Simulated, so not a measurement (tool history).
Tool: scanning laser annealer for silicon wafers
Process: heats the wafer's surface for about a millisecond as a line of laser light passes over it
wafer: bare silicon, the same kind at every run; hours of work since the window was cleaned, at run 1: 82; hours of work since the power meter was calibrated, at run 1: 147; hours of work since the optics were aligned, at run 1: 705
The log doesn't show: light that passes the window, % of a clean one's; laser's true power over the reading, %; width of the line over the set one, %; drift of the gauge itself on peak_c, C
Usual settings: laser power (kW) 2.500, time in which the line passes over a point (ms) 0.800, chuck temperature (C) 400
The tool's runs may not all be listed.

| run | day | laser power (kW) | time in which the line passes over a point (ms) | chuck temperature (C) | hours of work since the window was cleaned | hours of work since the power meter was calibrated | hours of work since the optics were aligned | highest temperature of the surface (C) |
|---|---|---|---|---|---|---|---|---|
| 1 | 0.000 | 2.500 | 0.800 | 400 | 82 | 147 | 705 | 1180 |
| 2 | 0.321 | 2.500 | 0.800 | 400 | 85 | 150 | 708 | 1176 |
| 3 | 0.712 | 2.500 | 0.800 | 400 | 89 | 154 | 712 | 1182 |
| 4 | 1.196 | 2.500 | 0.800 | 400 | 94 | 159 | 717 | 1181 |
| 5 | 1.733 | 2.500 | 0.800 | 400 | 99 | 164 | 722 | 1178 |
| 6 | 1.967 | 2.500 | 0.787 | 400 | 101 | 166 | 724 | 1169 |
| 7 | 2.496 | 2.500 | 0.800 | 400 | 106 | 171 | 729 | 1178 |
| 8 | 2.838 | 2.500 | 0.800 | 400 | 109 | 175 | 733 | 1178 |
| 9 | 3.242 | 2.500 | 0.800 | 400 | 113 | 179 | 736 | 1176 |
| 10 | 3.754 | 2.500 | 0.800 | 400 | 118 | 184 | 741 | 1174 |
| 11 | 3.971 | 2.500 | 0.800 | 400 | 120 | 186 | 744 | 1174 |
| 12 | 4.479 | 2.500 | 0.800 | 400 | 125 | 191 | 748 | 1176 |
| 13 | 5.012 | 2.500 | 0.800 | 400 | 130 | 196 | 754 | 1175 |
| 14 | 5.433 | 2.500 | 0.800 | 400 | 135 | 200 | 758 | 1172 |
| 15 | 5.942 | 2.500 | 0.800 | 400 | 139 | 205 | 763 | 1170 |
|  | 6.354 | optics aligned, line set to its width |
| 16 | 6.396 | 2.500 | 0.800 | 400 | 142 | 207 | 0 | 1165 |
| 17 | 6.683 | 2.500 | 0.800 | 400 | 145 | 210 | 3 | 1170 |
| 18 | 6.921 | 2.500 | 0.800 | 400 | 147 | 212 | 5 | 1164 |
| 19 | 7.183 | 2.500 | 0.893 | 400 | 149 | 215 | 8 | 1206 |
| 20 | 7.588 | 2.500 | 0.931 | 400 | 153 | 219 | 12 | 1224 |
| 21 | 7.967 | 2.500 | 0.931 | 400 | 157 | 222 | 16 | 1220 |
|  | 8.492 | optics aligned, line set to its width, once more |
| 22 | 8.596 | 2.500 | 0.931 | 400 | 161 | 226 | 1 | 1246 |
| 23 | 8.862 | 2.166 | 0.817 | 431 | 164 | 229 | 4 | 1122 |
| 24 | 9.325 | 2.166 | 0.817 | 431 | 168 | 233 | 8 | 1116 |
| 25 | 9.629 | 2.166 | 0.817 | 431 | 171 | 236 | 11 | 1120 |
| 26 | 9.971 | 2.707 | 0.847 | 374 | 174 | 240 | 14 | 1244 |
| 27 | 10.400 | 2.470 | 0.817 | 420 | 179 | 244 | 18 | 1200 |
| 28 | 10.779 | 2.470 | 0.817 | 438 | 182 | 248 | 22 | 1220 |
| 29 | 11.183 | 2.450 | 0.800 | 374 | 186 | 251 | 26 | 1142 |
| 30 | 11.608 | 2.457 | 0.684 | 428 | 190 | 256 | 30 | 1142 |
| 31 | 12.096 | 2.249 | 0.613 | 400 | 195 | 260 | 35 | 1019 |
| 32 | 12.617 | 2.249 | 0.613 | 400 | 200 | 265 | 40 | 1022 |
| 33 | 13.029 | 2.562 | 0.662 | 396 | 204 | 269 | 44 | 1126 |
| 34 | 13.471 | 2.150 | 0.752 | 400 | 208 | 274 | 48 | 1052 |
| 35 | 13.692 | 2.150 | 0.982 | 365 | 210 | 276 | 50 | 1107 |
| 36 | 14.079 | 2.131 | 0.624 | 418 | 214 | 279 | 54 | 1008 |
| 37 | 14.608 | 2.269 | 0.624 | 370 | 219 | 285 | 59 | 997 |
| 38 | 15.025 | 2.684 | 0.613 | 407 | 223 | 289 | 63 | 1145 |
| 39 | 15.325 | 2.684 | 0.613 | 407 | 226 | 292 | 66 | 1139 |
| 40 | 15.754 | 2.500 | 0.700 | 438 | 230 | 296 | 70 | 1167 |

The same runs without the tool's hidden state, with the same run-to-run variation:
| run | highest temperature of the surface (C) |
|---|---|
| 1 | 1201 |
| 2 | 1197 |
| 3 | 1203 |
| 4 | 1203 |
| 5 | 1200 |
| 6 | 1191 |
| 7 | 1201 |
| 8 | 1201 |
| 9 | 1199 |
| 10 | 1198 |
| 11 | 1198 |
| 12 | 1201 |
| 13 | 1200 |
| 14 | 1198 |
| 15 | 1196 |
| 16 | 1198 |
| 17 | 1203 |
| 18 | 1197 |
| 19 | 1241 |
| 20 | 1260 |
| 21 | 1257 |
| 22 | 1262 |
| 23 | 1135 |
| 24 | 1129 |
| 25 | 1133 |
| 26 | 1262 |
| 27 | 1216 |
| 28 | 1237 |
| 29 | 1159 |
| 30 | 1158 |
| 31 | 1033 |
| 32 | 1037 |
| 33 | 1144 |
| 34 | 1069 |
| 35 | 1125 |
| 36 | 1024 |
| 37 | 1013 |
| 38 | 1164 |
| 39 | 1159 |
| 40 | 1188 |
